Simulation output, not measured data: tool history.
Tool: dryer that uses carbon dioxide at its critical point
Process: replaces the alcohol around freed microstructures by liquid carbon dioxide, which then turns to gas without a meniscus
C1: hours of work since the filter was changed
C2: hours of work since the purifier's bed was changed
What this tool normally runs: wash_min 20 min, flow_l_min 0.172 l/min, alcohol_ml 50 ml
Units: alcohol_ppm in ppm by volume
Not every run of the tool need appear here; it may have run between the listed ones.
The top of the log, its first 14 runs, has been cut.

Run 15, hour 291.2: usual settings but alcohol_ml 98 ml; C1 28; C2 341. Result: alcohol_ppm 327 ppm by volume.
Run 16, hour 310.1: usual settings but alcohol_ml 98 ml; C1 41; C2 354. Result: alcohol_ppm 355 ppm by volume.
Run 17, hour 332.5: usual settings; C1 57; C2 370. Result: alcohol_ppm 223 ppm by volume.
Run 18, hour 347.4: usual settings; C1 68; C2 381. Result: alcohol_ppm 234 ppm by volume.
Run 19, hour 364.6: usual settings; C1 80; C2 393. Result: alcohol_ppm 257 ppm by volume.
Run 20, hour 385.5: usual settings; C1 94; C2 407. Result: alcohol_ppm 280 ppm by volume.
Run 21, hour 398.8: usual settings; C1 104; C2 417. Result: alcohol_ppm 305 ppm by volume.
Run 22, hour 424.6: usual settings; C1 122; C2 435. Result: alcohol_ppm 342 ppm by volume.
Run 23, hour 453.8: usual settings; C1 143; C2 456. Result: alcohol_ppm 395 ppm by volume.
At hour 473.6: inlet filter changed.
Run 24, hour 475.8: usual settings but wash_min 17 min, flow_l_min 0.266 l/min, alcohol_ml 83 ml; C1 2; C2 470. Result: alcohol_ppm 55 ppm by volume.
Run 25, hour 492.8: usual settings but wash_min 17 min, flow_l_min 0.266 l/min, alcohol_ml 83 ml; C1 14; C2 482. Result: alcohol_ppm 72 ppm by volume.
Run 26, hour 514.6: usual settings but wash_min 17 min, flow_l_min 0.112 l/min, alcohol_ml 90 ml; C1 29; C2 498. Result: alcohol_ppm 4941 ppm by volume.
Run 27, hour 544.7: usual settings but wash_min 32 min, flow_l_min 0.277 l/min, alcohol_ml 27 ml; C1 50; C2 519. Result: alcohol_ppm 39 ppm by volume.

Predict the results of run 28:
Run 28, hour 571.1: usual settings but wash_min 32 min, flow_l_min 0.277 l/min, alcohol_ml 27 ml; C1 69; C2 538. Result: alcohol_ppm ?.

{"run 28": {"alcohol_ppm": 42}}
If the tool had no hidden condition, the same run with the same run-to-run variation would have returned alcohol_ppm 6 ppm by volume.
